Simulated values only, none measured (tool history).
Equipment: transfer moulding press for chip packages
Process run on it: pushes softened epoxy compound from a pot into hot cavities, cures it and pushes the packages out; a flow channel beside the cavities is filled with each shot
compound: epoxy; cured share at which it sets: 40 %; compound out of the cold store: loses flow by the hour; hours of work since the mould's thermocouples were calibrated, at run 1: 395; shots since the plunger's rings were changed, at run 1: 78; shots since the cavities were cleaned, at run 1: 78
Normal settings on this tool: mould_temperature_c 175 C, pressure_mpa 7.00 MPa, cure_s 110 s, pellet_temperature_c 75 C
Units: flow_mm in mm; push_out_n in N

run     day  mould_temperature_c  pressure_mpa  cure_s  pellet_temperature_c  hours of work since the mould's thermocouples were calibrated  shots since the plunger's rings were changed  shots since the cavities were cleaned  incoming compound's hours out of the cold store  flow_mm  push_out_n
  1   0.000                  175          7.00     110                    75                                                            395                                            78                                     78                                             42.0      879         363
  2   0.846                  175          7.00     110                    75                                                            411                                           361                                    361                                             38.5      885         505
  3   1.450                  175          7.00     110                    75                                                            422                                           564                                    564                                             32.1      910         549
      2.046  -- cavities cleaned with cleaning compound and waxed
  4   2.221                  175          7.00     110                    75                                                            435                                           803                                     59                                             24.8      935         629
  5   2.742                  175          6.97     110                    75                                                            445                                           977                                    233                                             27.8      914         630
  6   3.262                  175          6.97     110                    75                                                            454                                          1152                                    408                                             47.2      839         556
  7   3.750                  175          7.00     110                    75                                                            464                                          1316                                    572                                             30.3      909         609
      4.329  -- cavities cleaned with cleaning compound and waxed
  8   4.546                  175          7.00     110                    75                                                            477                                          1562                                     73                                             42.6      856         375
  9   5.308                  175          7.00     110                    75                                                            491                                          1818                                    329                                             16.0      960         518
 10   5.933                  175          7.00     110                    75                                                            503                                          2028                                    539                                             42.8      842         522
      6.454  -- mould's thermocouples calibrated
      6.654  -- cavities cleaned with cleaning compound and waxed
 11   6.712                  175          7.00     110                    75                                                              4                                          2241                                     19                                             29.9      893         348
 12   7.088                  168          7.00     110                    75                                                             11                                          2367                                    145                                             35.6      887         668
      7.258  -- cavities cleaned with cleaning compound and waxed, once more
 13   7.983                  168          7.00     110                    75                                                             26                                          2647                                    245                                             12.1      984         855
 14   8.792                  168          7.00     110                    72                                                             41                                          2918                                    516                                             42.8      847         830
 15   9.304                  168          7.00     110                    72                                                             50                                          3091                                    689                                             26.8      903         952
      9.525  -- cavities cleaned with cleaning compound and waxed
 16  10.217                  168          8.28     110                    80                                                             66                                          3376                                    233                                             43.5      914         662
 17  10.733                  175          5.33     110                    78                                                             75                                          3549                                    406                                             20.0      794         527
 18  11.179                  175          7.03     147                    75                                                             84                                          3698                                    555                                             35.2      847         451
     11.754  -- cavities cleaned with cleaning compound and waxed
 19  12.117                  175          6.98     136                    82                                                            100                                          3992                                    122                                             44.7      797         337
 20  12.696                  167          7.67     110                    75                                                            110                                          4186                                    316                                             38.3      882         801
 21  13.542                  167          7.67     106                    75                                                            126                                          4471                                    601                                             21.6      950        1066
     13.992  -- cavities cleaned with cleaning compound and waxed
 22  14.188                  175          7.00      96                    67                                                            137                                          4666                                     65                                             42.8      805         503
 23  14.571                  175          7.00      96                    67                                                            144                                          4795                                    194                                             18.1      900         641
 24  15.196                  175          5.84      93                    75                                                            155                                          5005                                    404                                              8.4      853         808
 25  15.879                  179          5.65     138                    78                                                            168                                          5235                                    634                                             26.8      748         423
     16.250  -- cavities cleaned with cleaning compound and waxed
     16.671  -- plunger's sealing rings changed
 26  16.742                  179          5.65     138                    78                                                            181                                            25                                    131                                             22.2      851         319

For each entry between runs, how does the tool's hidden state at the last listed run before it compare with that at the first listed run after it?
Run 3 -> run 4: cavities cleaned with cleaning compound and waxed (day 2.046)
  true mould temperature over the reading, C: -0.17 -> -0.19; pressure that reaches the compound, % of what is set: 97.53 -> 96.7; grip of the stained cavities, % over clean ones': 61.5 -> 89.8
  measured result minus the result with no hidden state, flow_mm: -11 -> -15 mm; push_out_n: +212 -> +301 N
Run 7 -> run 8: cavities cleaned with cleaning compound and waxed (day 4.329)
  true mould temperature over the reading, C: -0.22 -> -0.23; pressure that reaches the compound, % of what is set: 94.92 -> 94.05; grip of the stained cavities, % over clean ones': 77.6 -> 16.9
  measured result minus the result with no hidden state, flow_mm: -23 -> -26 mm; push_out_n: +268 -> +56 N
Run 10 -> run 11: mould's thermocouples calibrated (day 6.454); cavities cleaned with cleaning compound and waxed (day 6.654)
  true mould temperature over the reading, C: -0.26 -> -0.36; pressure that reaches the compound, % of what is set: 92.45 -> 91.62; grip of the stained cavities, % over clean ones': 61.4 -> 4.4
  measured result minus the result with no hidden state, flow_mm: -33 -> -39 mm; push_out_n: +202 -> +20 N
Run 12 -> run 13: cavities cleaned with cleaning compound and waxed, once more (day 7.258)
  true mould temperature over the reading, C: -0.37 -> -0.38; pressure that reaches the compound, % of what is set: 91.14 -> 90.13; grip of the stained cavities, % over clean ones': 28.5 -> 43.5
  measured result minus the result with no hidden state, flow_mm: -41 -> -51 mm; push_out_n: +163 -> +275 N
Run 15 -> run 16: cavities cleaned with cleaning compound and waxed (day 9.525)
  true mould temperature over the reading, C: -0.41 -> -0.43; pressure that reaches the compound, % of what is set: 88.5 -> 87.52; grip of the stained cavities, % over clean ones': 67.6 -> 38.2
  measured result minus the result with no hidden state, flow_mm: -56 -> -62 mm; push_out_n: +400 -> +196 N
Run 18 -> run 19: cavities cleaned with cleaning compound and waxed (day 11.754)
  true mould temperature over the reading, C: -0.44 -> -0.46; pressure that reaches the compound, % of what is set: 86.43 -> 85.38; grip of the stained cavities, % over clean ones': 62.4 -> 25.4
  measured result minus the result with no hidden state, flow_mm: -62 -> -65 mm; push_out_n: +174 -> +70 N
Run 21 -> run 22: cavities cleaned with cleaning compound and waxed (day 13.992)
  true mould temperature over the reading, C: -0.49 -> -0.5; pressure that reaches the compound, % of what is set: 83.74 -> 83.06; grip of the stained cavities, % over clean ones': 63.9 -> 17.5
  measured result minus the result with no hidden state, flow_mm: -86 -> -77 mm; push_out_n: +441 -> +88 N
Run 25 -> run 26: cavities cleaned with cleaning compound and waxed (day 16.250); plunger's sealing rings changed (day 16.671)
  true mould temperature over the reading, C: -0.53 -> -0.55; pressure that reaches the compound, % of what is set: 81.07 -> 99.85; grip of the stained cavities, % over clean ones': 65.6 -> 27.3
  measured result minus the result with no hidden state, flow_mm: -82 -> +1 mm; push_out_n: +168 -> +69 N

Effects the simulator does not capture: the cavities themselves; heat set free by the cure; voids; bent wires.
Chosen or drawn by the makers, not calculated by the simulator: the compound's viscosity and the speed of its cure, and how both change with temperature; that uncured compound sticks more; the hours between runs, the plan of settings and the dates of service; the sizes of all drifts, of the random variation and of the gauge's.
